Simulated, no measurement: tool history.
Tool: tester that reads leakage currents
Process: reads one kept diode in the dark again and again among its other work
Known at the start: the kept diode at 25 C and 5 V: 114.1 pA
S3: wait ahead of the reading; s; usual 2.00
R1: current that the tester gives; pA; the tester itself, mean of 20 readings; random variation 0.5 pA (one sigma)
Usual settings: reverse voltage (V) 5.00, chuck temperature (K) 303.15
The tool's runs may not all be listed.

run 1 hour=0.0 | reverse_voltage_(V)=5.00 chuck_temperature_(K)=303.15 S3=2.00 | R1=175.19
run 2 hour=134.6 | reverse_voltage_(V)=5.00 chuck_temperature_(K)=303.15 S3=2.00 | R1=174.63
run 3 hour=264.3 | reverse_voltage_(V)=5.00 chuck_temperature_(K)=303.15 S3=2.00 | R1=174.36
run 4 hour=394.9 | reverse_voltage_(V)=5.00 chuck_temperature_(K)=303.15 S3=2.00 | R1=174.97
run 5 hour=502.4 | reverse_voltage_(V)=5.00 chuck_temperature_(K)=303.15 S3=2.00 | R1=173.42
run 6 hour=635.9 | reverse_voltage_(V)=5.00 chuck_temperature_(K)=303.15 S3=2.00 | R1=174.29
run 7 hour=718.1 | reverse_voltage_(V)=5.00 chuck_temperature_(K)=328.15 S3=2.00 | R1=1176.02
run 8 hour=856.0 | reverse_voltage_(V)=5.00 chuck_temperature_(K)=333.15 S3=2.00 | R1=1667.92
run 9 hour=926.7 | reverse_voltage_(V)=5.00 chuck_temperature_(K)=333.15 S3=2.00 | R1=1663.97
run 10 hour=1027.4 | reverse_voltage_(V)=5.00 chuck_temperature_(K)=323.15 S3=2.00 | R1=821.15
run 11 hour=1126.1 | reverse_voltage_(V)=5.00 chuck_temperature_(K)=303.15 S3=5.79 | R1=171.92
run 12 hour=1273.8 | reverse_voltage_(V)=5.00 chuck_temperature_(K)=303.15 S3=5.79 | R1=172.29
run 13 hour=1373.8 | reverse_voltage_(V)=5.00 chuck_temperature_(K)=303.15 S3=5.79 | R1=170.39
run 14 hour=1444.1 | reverse_voltage_(V)=5.00 chuck_temperature_(K)=303.15 S3=1.51 | R1=171.95
run 15 hour=1554.0 | reverse_voltage_(V)=5.00 chuck_temperature_(K)=303.15 S3=1.51 | R1=171.56
run 16 hour=1720.5 | reverse_voltage_(V)=5.00 chuck_temperature_(K)=303.15 S3=1.51 | R1=170.59
run 17 hour=1833.5 | reverse_voltage_(V)=5.00 chuck_temperature_(K)=303.15 S3=1.51 | R1=170.11
run 18 hour=1926.7 | reverse_voltage_(V)=5.00 chuck_temperature_(K)=303.15 S3=1.51 | R1=170.41
-- hour=1980.8 chuck's temperature calibrated
run 19 hour=2096.5 | reverse_voltage_(V)=5.00 chuck_temperature_(K)=303.15 S3=1.51 | R1=173.90
run 20 hour=2222.4 | reverse_voltage_(V)=5.00 chuck_temperature_(K)=303.15 S3=1.51 | R1=174.16
run 21 hour=2296.8 | reverse_voltage_(V)=5.00 chuck_temperature_(K)=303.15 S3=1.51 | R1=174.02
run 22 hour=2436.7 | reverse_voltage_(V)=4.78 chuck_temperature_(K)=313.15 S3=4.40 | R1=377.12
run 23 hour=2575.7 | reverse_voltage_(V)=4.78 chuck_temperature_(K)=313.15 S3=4.40 | R1=377.80
run 24 hour=2741.5 | reverse_voltage_(V)=3.49 chuck_temperature_(K)=296.15 S3=1.38 | R1=81.58
run 25 hour=2910.5 | reverse_voltage_(V)=3.49 chuck_temperature_(K)=296.15 S3=1.38 | R1=81.71
run 26 hour=3072.5 | reverse_voltage_(V)=5.00 chuck_temperature_(K)=304.15 S3=0.49 | R1=187.01
run 27 hour=3148.5 | reverse_voltage_(V)=6.78 chuck_temperature_(K)=332.15 S3=2.00 | R1=1752.73
run 28 hour=3272.4 | reverse_voltage_(V)=2.51 chuck_temperature_(K)=297.15 S3=4.79 | R1=75.55
run 29 hour=3410.6 | reverse_voltage_(V)=2.03 chuck_temperature_(K)=313.15 S3=1.70 | R1=254.65
run 30 hour=3496.0 | reverse_voltage_(V)=5.00 chuck_temperature_(K)=306.15 S3=0.51 | R1=218.98
run 31 hour=3580.2 | reverse_voltage_(V)=7.90 chuck_temperature_(K)=312.15 S3=2.00 | R1=429.06
run 32 hour=3676.0 | reverse_voltage_(V)=2.50 chuck_temperature_(K)=332.15 S3=0.55 | R1=1124.68
run 33 hour=3799.7 | reverse_voltage_(V)=16.49 chuck_temperature_(K)=328.15 S3=4.39 | R1=1941.18

Forecast run 34:
run 34 hour=3931.5 | reverse_voltage_(V)=16.49 chuck_temperature_(K)=328.15 S3=4.39 | R1=?

Run 34 gave R1 1937.99 pA.
Without the tool's hidden state the same run would have given R1 2012.46 pA.

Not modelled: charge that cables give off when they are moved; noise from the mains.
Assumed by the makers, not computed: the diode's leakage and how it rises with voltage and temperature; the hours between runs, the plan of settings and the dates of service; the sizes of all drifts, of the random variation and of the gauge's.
